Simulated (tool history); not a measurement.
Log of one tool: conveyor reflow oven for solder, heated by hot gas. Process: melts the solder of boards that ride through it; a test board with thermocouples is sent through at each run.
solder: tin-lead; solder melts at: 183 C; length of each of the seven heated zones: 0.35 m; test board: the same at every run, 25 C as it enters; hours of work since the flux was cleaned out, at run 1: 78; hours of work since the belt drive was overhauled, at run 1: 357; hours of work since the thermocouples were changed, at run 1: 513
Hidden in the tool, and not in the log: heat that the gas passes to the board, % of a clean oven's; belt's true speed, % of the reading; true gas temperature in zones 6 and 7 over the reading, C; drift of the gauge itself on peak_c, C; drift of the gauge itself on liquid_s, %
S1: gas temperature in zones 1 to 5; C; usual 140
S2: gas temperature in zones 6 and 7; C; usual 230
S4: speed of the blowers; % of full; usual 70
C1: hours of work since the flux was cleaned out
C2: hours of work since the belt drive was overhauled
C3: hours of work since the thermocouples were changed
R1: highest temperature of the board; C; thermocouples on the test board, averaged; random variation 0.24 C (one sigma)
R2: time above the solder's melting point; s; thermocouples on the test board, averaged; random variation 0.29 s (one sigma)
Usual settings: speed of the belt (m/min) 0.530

run 1 hour=0.0 | S1=140 S2=230 speed_of_the_belt_(m/min)=0.530 S4=70 | C1=78 C2=357 C3=513 | R1=218.8 R2=62.1
run 2 hour=21.1 | S1=140 S2=230 speed_of_the_belt_(m/min)=0.530 S4=70 | C1=87 C2=366 C3=522 | R1=218.9 R2=62.1
run 3 hour=45.3 | S1=140 S2=230 speed_of_the_belt_(m/min)=0.530 S4=70 | C1=97 C2=376 C3=532 | R1=218.5 R2=62.0
run 4 hour=61.3 | S1=140 S2=227 speed_of_the_belt_(m/min)=0.530 S4=70 | C1=103 C2=382 C3=538 | R1=215.7 R2=60.0
run 5 hour=79.5 | S1=140 S2=230 speed_of_the_belt_(m/min)=0.530 S4=70 | C1=111 C2=390 C3=545 | R1=218.6 R2=62.4
-- hour=86.9 flux residue cleaned out of gas plates and filters
run 6 hour=113.6 | S1=140 S2=230 speed_of_the_belt_(m/min)=0.530 S4=70 | C1=11 C2=402 C3=557 | R1=217.9 R2=62.0
run 7 hour=130.6 | S1=140 S2=230 speed_of_the_belt_(m/min)=0.530 S4=70 | C1=18 C2=409 C3=564 | R1=218.3 R2=61.8
run 8 hour=162.2 | S1=140 S2=230 speed_of_the_belt_(m/min)=0.530 S4=70 | C1=31 C2=422 C3=577 | R1=217.7 R2=61.7
run 9 hour=179.1 | S1=142 S2=220 speed_of_the_belt_(m/min)=0.564 S4=71 | C1=38 C2=429 C3=584 | R1=207.9 R2=50.5
-- hour=197.9 flux residue cleaned out of gas plates and filters, once more
run 10 hour=206.9 | S1=150 S2=242 speed_of_the_belt_(m/min)=0.424 S4=53 | C1=4 C2=438 C3=594 | R1=234.5 R2=94.3
run 11 hour=232.3 | S1=147 S2=222 speed_of_the_belt_(m/min)=0.452 S4=66 | C1=14 C2=448 C3=604 | R1=216.3 R2=75.6
run 12 hour=247.0 | S1=151 S2=228 speed_of_the_belt_(m/min)=0.436 S4=54 | C1=20 C2=454 C3=610 | R1=221.2 R2=84.4

Hidden state or all else? Some run-to-run changes of R1, split into what the settings, what came in and random variation would give without the hidden state, and what is left for the hidden state (with any gauge scatter that isn't in both results):
Run 9 -> 10: S1 142 -> 150, S2 220 -> 242, speed of the belt (m/min) 0.564 -> 0.424, S4 71 -> 53, flux residue cleaned out of gas plates and filters, once more. R1 +26.6 C: hidden state +1.3, all else +25.3.

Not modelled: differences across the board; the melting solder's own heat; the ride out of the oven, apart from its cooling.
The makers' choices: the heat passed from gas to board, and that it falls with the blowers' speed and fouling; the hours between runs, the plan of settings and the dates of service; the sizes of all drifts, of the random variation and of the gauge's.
